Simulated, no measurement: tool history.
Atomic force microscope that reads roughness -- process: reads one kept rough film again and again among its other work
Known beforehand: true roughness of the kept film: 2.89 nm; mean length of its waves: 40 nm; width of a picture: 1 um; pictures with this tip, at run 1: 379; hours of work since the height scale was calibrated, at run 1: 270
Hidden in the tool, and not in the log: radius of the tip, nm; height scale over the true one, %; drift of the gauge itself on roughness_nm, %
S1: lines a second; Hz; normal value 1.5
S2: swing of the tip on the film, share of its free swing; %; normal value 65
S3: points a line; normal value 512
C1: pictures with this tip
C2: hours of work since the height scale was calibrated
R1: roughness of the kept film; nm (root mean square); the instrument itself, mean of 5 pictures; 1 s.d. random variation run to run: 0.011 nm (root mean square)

| run | hour | S1 | S2 | S3 | C1 | C2 | R1 |
|---|---|---|---|---|---|---|---|
| 1 | 0 | 1.5 | 65 | 512 | 379 | 270 | 2.545 |
|  | 13.4 | new tip fitted |
| 2 | 16.8 | 1.5 | 65 | 512 | 4 | 280 | 2.667 |
| 3 | 41.9 | 3.29 | 65 | 512 | 37 | 295 | 2.502 |
| 4 | 55.2 | 0.54 | 65 | 512 | 54 | 304 | 2.721 |
| 5 | 87.9 | 1.5 | 75 | 512 | 96 | 324 | 2.547 |
| 6 | 110.1 | 1.5 | 65 | 512 | 125 | 338 | 2.642 |
| 7 | 127.3 | 1.5 | 65 | 266 | 147 | 348 | 2.599 |
| 8 | 154.8 | 1.5 | 65 | 266 | 183 | 366 | 2.608 |
| 9 | 173.5 | 1.5 | 65 | 512 | 207 | 377 | 2.61 |
| 10 | 200.7 | 1.23 | 85 | 569 | 242 | 394 | 2.436 |
|  | 204.3 | height scale calibrated on a step standard |
| 11 | 223.1 | 1.5 | 86 | 430 | 270 | 12 | 2.349 |
| 12 | 245.7 | 1.05 | 65 | 754 | 299 | 26 | 2.657 |
|  | 254.6 | height scale calibrated on a step standard, once more |
| 13 | 263.7 | 0.72 | 72 | 548 | 321 | 6 | 2.609 |
| 14 | 286.8 | 0.72 | 72 | 548 | 351 | 20 | 2.583 |
| 15 | 308.7 | 0.72 | 72 | 548 | 380 | 34 | 2.602 |
|  | 321.7 | new tip fitted |
| 16 | 332.9 | 0.72 | 72 | 548 | 14 | 48 | 2.684 |
| 17 | 354.1 | 0.73 | 64 | 478 | 42 | 61 | 2.711 |
| 18 | 374.3 | 0.73 | 64 | 478 | 68 | 74 | 2.679 |

Forecast each of these 5 alternatives for the next run:
| A | 395.1 | 3.88 | 64 | 478 | 95 | 87 | ? |
| B | 395.1 | 1.38 | 84 | 975 | 95 | 87 | ? |
| C | 395.1 | 2.07 | 61 | 276 | 95 | 87 | ? |
| D | 395.1 | 3.16 | 64 | 478 | 95 | 87 | ? |
| E | 395.1 | 0.73 | 64 | 488 | 95 | 87 | ? |

| run | R1 |
|---|---|
| A | 2.422 |
| B | 2.412 |
| C | 2.595 |
| D | 2.491 |
| E | 2.687 |
With the hidden condition removed and each run's random variation left untouched, the same runs would have given:
| run | R1 |
|---|---|
| A | 2.45 |
| B | 2.439 |
| C | 2.624 |
| D | 2.519 |
| E | 2.718 |
